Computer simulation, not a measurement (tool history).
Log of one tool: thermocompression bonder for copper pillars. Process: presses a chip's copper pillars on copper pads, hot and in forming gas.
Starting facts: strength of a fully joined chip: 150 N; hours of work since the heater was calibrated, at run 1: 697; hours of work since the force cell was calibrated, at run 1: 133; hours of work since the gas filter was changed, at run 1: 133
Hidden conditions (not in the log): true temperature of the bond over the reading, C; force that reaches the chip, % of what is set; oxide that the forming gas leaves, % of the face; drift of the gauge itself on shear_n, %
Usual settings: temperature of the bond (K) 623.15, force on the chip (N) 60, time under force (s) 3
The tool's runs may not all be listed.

run   hour  temperature of the bond (K)  force on the chip (N)  time under force (s)  hours of work since the heater was calibrated  hours of work since the force cell was calibrated  hours of work since the gas filter was changed  force that shears a chip off (N)
  1    0.0                       623.15                     60                     3                                            697                                                133                                             133                              82.2
  2   16.7                       639.15                     60                     3                                            707                                                143                                             143                              93.8
  3   33.7                       639.15                     60                     3                                            718                                                153                                             153                              94.0
  4   61.7                       623.15                     60                     3                                            734                                                170                                             170                              81.7
  5   84.2                       623.15                     60                     3                                            748                                                184                                             184                              81.2
  6  112.4                       623.15                     60                     3                                            765                                                201                                             201                              82.7
  7  129.3                       623.15                     60                     3                                            775                                                211                                             211                              81.5
  8  156.5                       623.15                     60                     3                                            792                                                227                                             227                              82.1
  9  170.0                       623.15                     60                     3                                            800                                                235                                             235                              81.7
 10  190.2                       623.15                     60                     8                                            812                                                247                                             247                             109.0
 11  206.7                       623.15                     69                     3                                            822                                                257                                             257                              88.4
 12  223.9                       623.15                     60                     3                                            832                                                268                                             268                              81.4
 13  237.1                       623.15                     41                     3                                            840                                                276                                             276                              68.3
 14  260.9                       623.15                     41                     3                                            854                                                290                                             290                              69.0
 15  278.6                       623.15                     60                     3                                            865                                                301                                             301                              82.1
 16  292.1                       623.15                     60                     3                                            873                                                309                                             309                              82.2
 17  321.6                       623.15                     60                     3                                            891                                                327                                             327                              81.5
 18  346.0                       623.15                     60                     4                                            906                                                341                                             341                              90.8
 19  374.3                       623.15                     51                     4                                            923                                                358                                             358                              83.0
 20  386.8                       623.15                     60                     2                                            930                                                366                                             366                              71.7
     389.7  -- forming gas filter changed
 21  406.0                       623.15                     60                     3                                            941                                                377                                              10                              83.5
 22  434.1                       623.15                     60                     3                                            958                                                394                                              27                              83.6
 23  461.5                       623.15                     41                     2                                            975                                                411                                              43                              57.8
 24  482.0                       623.15                     60                     4                                            987                                                423                                              56                              87.6
 25  495.3                       623.15                     60                     6                                            995                                                431                                              64                             100.8
 26  516.2                       623.15                     60                     6                                           1008                                                443                                              76                             100.4
 27  541.5                       598.15                     53                     4                                           1023                                                459                                              91                              68.1
 28  560.9                       622.15                     61                     4                                           1035                                                470                                             103                              90.2
 29  580.8                       633.15                     61                     4                                           1047                                                482                                             115                              97.5
 30  593.3                       633.15                     61                     4                                           1054                                                490                                             123                              99.3
 31  611.7                       596.15                     74                     2                                           1065                                                501                                             134                              60.2
 32  639.6                       604.15                     55                     7                                           1082                                                518                                             150                              88.5
 33  668.0                       622.15                     43                     6                                           1099                                                535                                             168                              88.5
 34  680.3                       601.15                     66                     6                                           1107                                                542                                             175                              89.6
 35  694.8                       639.15                     66                     4                                           1115                                                551                                             184                             104.2
 36  724.1                       639.15                     66                     4                                           1133                                                569                                             201                             103.5
 37  744.6                       639.15                     66                     4                                           1145                                                581                                             214                             106.9
 38  766.0                       639.15                     66                     4                                           1158                                                594                                             227                             105.2
 39  785.5                       649.15                     60                     2                                           1170                                                606                                             238                              87.8
 40  801.8                       636.15                     60                     2                                           1180                                                615                                             248                              78.8
 41  813.6                       649.15                     43                     2                                           1187                                                623                                             255                              75.1

How the hidden state differs across the entries between the runs, from the last listed run before each to the first after it:
Between runs 20 and 21: forming gas filter changed (hour 389.7)
  oxide that the forming gas leaves, % of the face: 0.58 -> 0.5
